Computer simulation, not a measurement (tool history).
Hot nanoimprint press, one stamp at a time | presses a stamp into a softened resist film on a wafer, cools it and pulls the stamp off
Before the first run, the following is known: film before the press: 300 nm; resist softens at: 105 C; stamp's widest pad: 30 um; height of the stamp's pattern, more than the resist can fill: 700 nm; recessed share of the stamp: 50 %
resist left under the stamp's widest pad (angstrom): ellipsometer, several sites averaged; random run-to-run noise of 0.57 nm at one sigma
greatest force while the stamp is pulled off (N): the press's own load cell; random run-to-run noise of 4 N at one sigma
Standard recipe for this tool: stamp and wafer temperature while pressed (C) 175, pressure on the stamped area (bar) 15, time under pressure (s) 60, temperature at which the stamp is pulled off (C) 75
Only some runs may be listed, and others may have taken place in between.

run,hour,stamp and wafer temperature while pressed (C),pressure on the stamped area (bar),time under pressure (s),temperature at which the stamp is pulled off (C),resist left under the stamp's widest pad (angstrom),greatest force while the stamp is pulled off (N)
1,0,175,15,60,75,1298,292
2,21.5,169,15,60,75,1723,301
# hour 33.5: stamp cleaned and given a new release coat
3,43.6,169,15,60,75,1708,205
4,57.2,177,15,60,75,1190,205
5,74.7,177,15,60,75,1190,213
6,86.6,168,15,60,75,1798,213
7,98.7,175,15,31,75,1683,215
8,112.3,175,15,31,75,1671,214
9,130.4,175,15,31,75,1675,227
# hour 140.5: plate thermocouple calibrated
10,157.1,175,15,31,75,1622,231
11,184.3,175,15,31,75,1620,229
12,197.3,175,15,31,75,1620,249
13,215.3,182,11.8,96,61,815,320
14,230.9,170,11.8,119,61,1352,338
15,245.6,170,20.3,119,61,1092,324
16,262.6,170,20.3,119,61,1081,328
17,275.5,170,20.3,64,79,1404,251
18,296.6,170,19.1,71,79,1386,258
19,318.4,170,19.1,71,79,1389,267
20,336.3,170,19.1,71,79,1376,273
21,350.5,170,19.1,60,73,1471,305
# hour 377: stamp cleaned and given a new release coat
22,379.9,164,11.4,61,65,2191,235
23,403.1,175,15,68,63,1207,249

3 ways to go on from here, each from the tool as it stands after run 23. What would each give?
A,419.9,177,15,68,63,?,?
B,419.9,175,22.1,31,63,?,?
C,419.9,177,15,33,63,?,?

run,resist left under the stamp's widest pad (angstrom),greatest force while the stamp is pulled off (N)
A,1103,266
B,1445,253
C,1485,265
Had the tool no hidden state, the same runs would have come out as:
run,resist left under the stamp's widest pad (angstrom),greatest force while the stamp is pulled off (N)
A,1058,249
B,1372,237
C,1431,249

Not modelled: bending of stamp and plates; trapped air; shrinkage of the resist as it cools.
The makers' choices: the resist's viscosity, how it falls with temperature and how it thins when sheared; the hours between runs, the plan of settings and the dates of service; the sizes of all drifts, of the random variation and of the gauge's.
